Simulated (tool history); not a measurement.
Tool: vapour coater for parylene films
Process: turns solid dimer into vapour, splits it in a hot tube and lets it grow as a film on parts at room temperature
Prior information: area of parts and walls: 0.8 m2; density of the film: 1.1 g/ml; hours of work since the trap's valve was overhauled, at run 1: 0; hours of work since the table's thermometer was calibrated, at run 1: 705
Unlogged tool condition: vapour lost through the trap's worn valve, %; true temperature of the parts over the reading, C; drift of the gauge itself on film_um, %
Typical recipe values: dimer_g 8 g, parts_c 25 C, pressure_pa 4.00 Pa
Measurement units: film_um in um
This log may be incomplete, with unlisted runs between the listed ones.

run,day,dimer_g,parts_c,pressure_pa,hours of work since the trap's valve was overhauled,hours of work since the table's thermometer was calibrated,film_um
1,0.000,8,25,4.00,0,705,6.68
2,2.496,8,25,4.00,53,757,6.43
3,4.129,8,25,4.00,87,792,6.44
4,5.471,8,25,4.00,116,820,6.41
5,8.429,8,30,4.00,178,883,5.72
6,11.108,6,25,4.00,235,939,4.61
7,12.512,6,25,4.00,264,969,4.52
# day 13.342: trap's valve overhauled
8,14.725,6,25,4.00,29,1012,4.96
9,17.608,6,25,4.00,90,1073,4.91
10,19.362,6,25,4.00,127,1110,4.85
11,22.558,6,25,4.00,195,1177,4.66
12,24.729,4,29,2.27,240,1223,3.01
# day 26.729: trap's valve overhauled
# day 26.771: table's thermometer calibrated
13,27.112,12,29,8.76,7,7,8.12
14,28.629,7,29,5.90,39,39,4.92
15,31.821,8,25,4.91,107,107,6.18
16,33.562,5,27,4.00,143,143,3.74
17,35.592,5,27,4.00,186,186,3.62
18,38.100,4,30,4.00,239,239,2.75
19,39.829,8,37,9.74,276,276,4.15
# day 40.192: trap's valve overhauled
20,41.629,10,33,9.74,30,310,6.15
21,44.658,5,21,3.13,94,374,4.51

Branching from run 21: 4 alternative next runs. What would each branch give?
A,46.104,4,34,8.92,125,405,?
B,46.104,3,21,11.08,125,405,?
C,46.104,4,27,4.48,125,405,?
D,46.104,7,21,3.13,125,405,?

run,film_um
A,2.39
B,2.26
C,3.00
D,6.22
Had the tool no hidden state, the same runs would have come out as:
run,film_um
A,2.48
B,2.35
C,3.11
D,6.46
